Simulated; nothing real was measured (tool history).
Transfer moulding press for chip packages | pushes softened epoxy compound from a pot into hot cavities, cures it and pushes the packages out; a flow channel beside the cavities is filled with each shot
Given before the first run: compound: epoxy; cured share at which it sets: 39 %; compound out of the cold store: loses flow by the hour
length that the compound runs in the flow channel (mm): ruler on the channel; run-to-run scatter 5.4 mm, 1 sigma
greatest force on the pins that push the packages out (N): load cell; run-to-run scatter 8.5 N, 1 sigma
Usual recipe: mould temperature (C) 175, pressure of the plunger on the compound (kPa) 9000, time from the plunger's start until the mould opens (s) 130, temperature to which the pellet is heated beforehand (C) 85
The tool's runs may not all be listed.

run,hour,mould temperature (C),pressure of the plunger on the compound (kPa),time from the plunger's start until the mould opens (s),temperature to which the pellet is heated beforehand (C),incoming compound's hours out of the cold store,length that the compound runs in the flow channel (mm),greatest force on the pins that push the packages out (N)
1,0,175,9000,130,85,8,720,381
2,10.4,175,9000,130,90,29.1,666,378
3,20.1,175,9000,130,90,11.7,728,381
4,28.1,175,9000,130,85,38.5,638,377
5,34.8,175,9000,130,85,43.7,626,372
6,39.2,175,9000,170,85,15.1,702,333
7,46.7,175,9000,170,85,45.1,620,340
# hour 48.8: cavities cleaned with cleaning compound and waxed
8,54.4,175,9000,130,87,15,710,381
9,64.5,175,9000,130,87,17.5,691,357
10,72.8,174,9000,130,85,29.5,664,384
11,77.5,174,9000,130,85,45.9,629,377
12,83,175,9000,130,85,44.6,625,375
13,90.3,175,9000,130,85,19.9,696,384
14,95,175,9000,130,85,39.6,640,382
15,99.9,175,8500,130,85,21,666,389
16,108.7,182,7610,119,77,19.1,620,342
17,116.5,180,7650,130,85,24.2,614,337
18,123.3,180,10980,122,90,28.5,719,338
19,133.1,180,10980,122,90,11,772,345
20,141.4,180,10980,122,90,35.4,712,337
21,148,180,10980,122,90,14.6,772,365
# hour 157.4: cavities cleaned with cleaning compound and waxed
22,158.4,169,7010,113,90,15.6,624,736
23,163,169,7010,113,90,45.3,569,646
24,171.9,169,7010,113,90,34.3,584,679
25,178.9,175,9000,130,76,45.4,630,389
26,184.7,175,9000,140,88,26.7,666,350

What does the tool deliver on the next run?
27,193.5,168,9000,120,85,39.3,?,?

{"run 27": {"length that the compound runs in the flow channel (mm)": 651, "greatest force on the pins that push the packages out (N)": 649}}
Without the tool's hidden state the same run would have given length that the compound runs in the flow channel (mm) 652, greatest force on the pins that push the packages out (N) 643.
